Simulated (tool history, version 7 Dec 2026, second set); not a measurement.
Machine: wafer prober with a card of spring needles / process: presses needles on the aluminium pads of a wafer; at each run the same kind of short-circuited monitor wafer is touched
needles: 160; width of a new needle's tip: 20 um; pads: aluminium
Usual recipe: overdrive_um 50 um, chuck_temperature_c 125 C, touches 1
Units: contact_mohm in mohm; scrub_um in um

{"run": 1, "hour": 0.0, "overdrive_um": 50, "chuck_temperature_c": 125, "touches": 1, "contact_mohm": 126, "scrub_um": 12.33}
{"hour": 3.3, "done": "tips cleaned on abrasive film"}
{"hour": 18.4, "done": "tips cleaned on abrasive film"}
{"hour": 33.6, "done": "tips cleaned on abrasive film"}
{"run": 2, "hour": 37.6, "overdrive_um": 50, "chuck_temperature_c": 125, "touches": 1, "contact_mohm": 129, "scrub_um": 12.36}
{"hour": 47.3, "done": "tips cleaned on abrasive film"}
{"hour": 63.0, "done": "tips cleaned on abrasive film"}
{"hour": 78.2, "done": "tips cleaned on abrasive film"}
{"hour": 88.1, "done": "height of the first contact set anew"}
{"hour": 93.6, "done": "tips cleaned on abrasive film"}
{"run": 3, "hour": 93.6, "overdrive_um": 40, "chuck_temperature_c": 125, "touches": 1, "contact_mohm": 134, "scrub_um": 9.85}
{"hour": 108.5, "done": "tips cleaned on abrasive film"}
{"run": 4, "hour": 117.6, "overdrive_um": 40, "chuck_temperature_c": 125, "touches": 1, "contact_mohm": 134, "scrub_um": 9.86}
{"hour": 123.5, "done": "tips cleaned on abrasive film"}
{"hour": 139.5, "done": "tips cleaned on abrasive film"}
{"hour": 155.7, "done": "tips cleaned on abrasive film"}
{"hour": 171.1, "done": "tips cleaned on abrasive film"}
{"run": 5, "hour": 172.1, "overdrive_um": 40, "chuck_temperature_c": 125, "touches": 1, "contact_mohm": 133, "scrub_um": 9.88}
{"hour": 187.1, "done": "tips cleaned on abrasive film"}
{"hour": 202.4, "done": "tips cleaned on abrasive film"}
{"hour": 218.6, "done": "tips cleaned on abrasive film"}
{"run": 6, "hour": 221.2, "overdrive_um": 50, "chuck_temperature_c": 125, "touches": 1, "contact_mohm": 129, "scrub_um": 12.33}
{"hour": 234.5, "done": "tips cleaned on abrasive film"}
{"hour": 249.5, "done": "tips cleaned on abrasive film"}
{"run": 7, "hour": 250.4, "overdrive_um": 50, "chuck_temperature_c": 125, "touches": 1, "contact_mohm": 128, "scrub_um": 12.27}
{"hour": 260.4, "done": "height of the first contact set anew"}
{"hour": 263.7, "done": "tips cleaned on abrasive film"}
{"hour": 279.3, "done": "tips cleaned on abrasive film"}
{"run": 8, "hour": 281.4, "overdrive_um": 49, "chuck_temperature_c": 100, "touches": 1, "contact_mohm": 124, "scrub_um": 12.09}
{"hour": 294.3, "done": "tips cleaned on abrasive film"}
{"hour": 308.8, "done": "tips cleaned on abrasive film"}
{"run": 9, "hour": 308.8, "overdrive_um": 35, "chuck_temperature_c": 102, "touches": 2, "contact_mohm": 133, "scrub_um": 8.6}
{"hour": 325.0, "done": "tips cleaned on abrasive film"}
{"hour": 340.2, "done": "tips cleaned on abrasive film"}
{"run": 10, "hour": 341.2, "overdrive_um": 35, "chuck_temperature_c": 102, "touches": 2, "contact_mohm": 135, "scrub_um": 8.62}
{"hour": 353.3, "done": "tips cleaned on abrasive film"}
{"hour": 366.3, "done": "tips cleaned on abrasive film"}
{"run": 11, "hour": 368.9, "overdrive_um": 35, "chuck_temperature_c": 102, "touches": 2, "contact_mohm": 135, "scrub_um": 8.59}
{"hour": 380.8, "done": "tips cleaned on abrasive film"}
{"hour": 396.3, "done": "tips cleaned on abrasive film"}
{"hour": 409.4, "done": "tips cleaned on abrasive film"}
{"run": 12, "hour": 409.4, "overdrive_um": 35, "chuck_temperature_c": 102, "touches": 2, "contact_mohm": 133, "scrub_um": 8.55}
{"hour": 425.6, "done": "tips cleaned on abrasive film"}
{"hour": 432.3, "done": "height of the first contact set anew"}
{"hour": 442.1, "done": "tips cleaned on abrasive film"}
{"run": 13, "hour": 448.0, "overdrive_um": 35, "chuck_temperature_c": 102, "touches": 2, "contact_mohm": 132, "scrub_um": 8.58}

Below are 5 alternative next runs, each starting from the tool's condition after run 13. Predict each:
{"hour": 457.6, "done": "tips cleaned on abrasive film"}
{"hour": 472.9, "done": "tips cleaned on abrasive film"}
{"run": "A", "hour": 479.7, "overdrive_um": 35, "chuck_temperature_c": 39, "touches": 3, "contact_mohm": "?", "scrub_um": "?"}
{"hour": 457.6, "done": "tips cleaned on abrasive film"}
{"hour": 472.9, "done": "tips cleaned on abrasive film"}
{"run": "B", "hour": 479.7, "overdrive_um": 33, "chuck_temperature_c": 57, "touches": 1, "contact_mohm": "?", "scrub_um": "?"}
{"hour": 457.6, "done": "tips cleaned on abrasive film"}
{"hour": 472.9, "done": "tips cleaned on abrasive film"}
{"run": "C", "hour": 479.7, "overdrive_um": 50, "chuck_temperature_c": 125, "touches": 2, "contact_mohm": "?", "scrub_um": "?"}
{"hour": 457.6, "done": "tips cleaned on abrasive film"}
{"hour": 472.9, "done": "tips cleaned on abrasive film"}
{"run": "D", "hour": 479.7, "overdrive_um": 32, "chuck_temperature_c": 102, "touches": 1, "contact_mohm": "?", "scrub_um": "?"}
{"hour": 457.6, "done": "tips cleaned on abrasive film"}
{"hour": 472.9, "done": "tips cleaned on abrasive film"}
{"run": "E", "hour": 479.7, "overdrive_um": 44, "chuck_temperature_c": 102, "touches": 1, "contact_mohm": "?", "scrub_um": "?"}

run=A contact_mohm=122 scrub_um=8.58
run=B contact_mohm=127 scrub_um=8.07
run=C contact_mohm=129 scrub_um=12.20
run=D contact_mohm=136 scrub_um=7.86
run=E contact_mohm=126 scrub_um=10.76
With the hidden condition removed and each run's random variation left untouched, the same runs would have given:
run=A contact_mohm=122 scrub_um=8.65
run=B contact_mohm=126 scrub_um=8.14
run=C contact_mohm=129 scrub_um=12.30
run=D contact_mohm=136 scrub_um=7.92
run=E contact_mohm=126 scrub_um=10.85
